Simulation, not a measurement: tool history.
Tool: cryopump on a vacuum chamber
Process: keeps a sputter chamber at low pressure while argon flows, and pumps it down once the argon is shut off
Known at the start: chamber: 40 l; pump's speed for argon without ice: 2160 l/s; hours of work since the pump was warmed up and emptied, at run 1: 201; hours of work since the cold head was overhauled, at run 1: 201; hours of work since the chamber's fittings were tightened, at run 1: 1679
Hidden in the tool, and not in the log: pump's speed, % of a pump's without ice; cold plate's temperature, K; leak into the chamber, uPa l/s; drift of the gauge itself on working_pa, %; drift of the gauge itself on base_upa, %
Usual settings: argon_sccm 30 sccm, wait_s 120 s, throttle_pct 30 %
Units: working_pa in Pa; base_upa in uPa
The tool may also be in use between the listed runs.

run,hour,argon_sccm,wait_s,throttle_pct,hours of work since the pump was warmed up and emptied,hours of work since the cold head was overhauled,hours of work since the chamber's fittings were tightened,working_pa,base_upa
1,0,30,120,30,201,201,1679,0.0802,1.06
2,19.9,30,21,30,218,218,1696,0.079,3.32
3,39.6,30,21,30,235,235,1713,0.0793,3.51
4,53.7,30,21,30,248,248,1726,0.0797,3.29
5,71.7,30,21,30,263,263,1741,0.0799,3.4
6,93.6,13,120,30,282,282,1760,0.0346,1.12
7,110.2,13,120,30,296,296,1774,0.0344,1.14
8,131,31,120,30,314,314,1792,0.0835,1.06
9,145.3,56,120,38,327,327,1805,0.1205,1.1
10,155.4,56,120,38,336,336,1813,0.1201,1.14
11,168,30,31,16,346,346,1824,0.1495,2.5
12,184.3,30,31,16,360,360,1838,0.1481,2.49

Some steps in working_pa between neighbouring runs. How much of each would the tool show without its hidden state too (settings, what came in, random variation), and how much is left for the hidden state, with any gauge scatter that isn't in both results?
Run 7 -> 8: argon_sccm 13 -> 31. working_pa +0.0491 Pa: hidden state +0.0015, all else +0.0476.
Run 8 -> 9: argon_sccm 31 -> 56, throttle_pct 30 -> 38. working_pa +0.037 Pa: hidden state +0.0023, all else +0.0347.
